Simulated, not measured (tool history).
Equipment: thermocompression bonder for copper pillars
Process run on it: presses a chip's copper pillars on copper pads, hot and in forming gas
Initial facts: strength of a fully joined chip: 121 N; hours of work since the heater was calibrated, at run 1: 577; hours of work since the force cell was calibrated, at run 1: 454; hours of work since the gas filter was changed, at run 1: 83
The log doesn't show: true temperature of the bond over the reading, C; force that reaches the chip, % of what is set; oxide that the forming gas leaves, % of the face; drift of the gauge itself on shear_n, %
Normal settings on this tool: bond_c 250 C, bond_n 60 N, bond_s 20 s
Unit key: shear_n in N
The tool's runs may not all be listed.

run	hour	bond_c	bond_n	bond_s	hours of work since the heater was calibrated	hours of work since the force cell was calibrated	hours of work since the gas filter was changed	shear_n
1	0.0	250	60	20	577	454	83	64.5
2	22.1	250	60	20	588	465	94	64.4
3	46.7	268	60	20	600	477	106	78.0
# hour 51.5: forming gas filter changed
4	93.3	268	60	20	623	500	20	77.6
5	129.1	268	60	20	640	517	38	77.9
6	175.4	268	60	20	663	540	60	77.7
7	197.6	268	42	20	673	551	71	55.8
8	237.3	268	42	20	693	570	91	55.7
# hour 272.2: forming gas filter changed
9	273.2	268	42	20	710	587	0	55.3
10	304.3	268	42	20	725	602	16	55.6
11	324.1	232	42	20	735	612	25	34.5
12	354.2	232	42	20	750	627	40	34.2
13	386.2	250	60	45	765	642	56	82.9
14	407.8	250	60	20	776	653	66	65.4
15	439.4	250	60	10	791	668	81	50.6
16	459.6	250	60	10	801	678	91	50.7
17	481.3	245	60	20	812	689	102	61.2
# hour 494.0: forming gas filter changed
18	527.2	250	60	20	834	711	16	64.8
19	569.8	250	60	20	854	731	37	64.1
20	599.9	246	60	20	869	746	52	62.1
21	645.9	263	41	20	891	769	74	51.1
22	677.0	263	41	20	907	784	89	50.6
23	699.9	223	46	35	918	795	100	41.4
# hour 715.2: forming gas filter changed
24	747.6	235	39	38	941	818	16	42.7
25	793.9	250	47	20	963	840	38	50.7
26	838.6	260	60	11	985	862	60	59.0
27	876.1	237	60	11	1003	880	78	44.1
28	905.8	237	60	11	1018	895	93	44.6
29	932.4	237	60	11	1031	908	106	43.9
# hour 935.8: forming gas filter changed
30	960.2	250	60	47	1044	921	12	82.8
31	988.1	272	38	37	1058	935	26	64.8
32	1008.9	238	56	55	1068	945	36	73.5
33	1042.7	229	56	44	1084	961	52	61.9
34	1081.7	250	61	19	1103	980	71	65.2
35	1101.8	226	59	19	1113	990	81	45.6
36	1129.3	226	59	19	1127	1004	94	45.9
# hour 1156.2: forming gas filter changed
37	1163.5	250	60	23	1143	1020	4	68.0
38	1200.2	249	60	14	1161	1038	21	57.0
39	1237.0	264	80	36	1179	1056	39	102.9

Forecast each of these 4 alternatives for the next run:
A	1278.3	259	87	53	1199	1076	60	?
B	1278.3	250	84	20	1199	1076	60	?
C	1278.3	236	42	56	1199	1076	60	?
D	1278.3	229	80	36	1199	1076	60	?

run	shear_n
A	108.9
B	86.3
C	54.0
D	80.5
Take away the tool's hidden state, keep each run's random variation, and the runs would have read:
run	shear_n
A	108.7
B	86.0
C	53.7
D	80.2
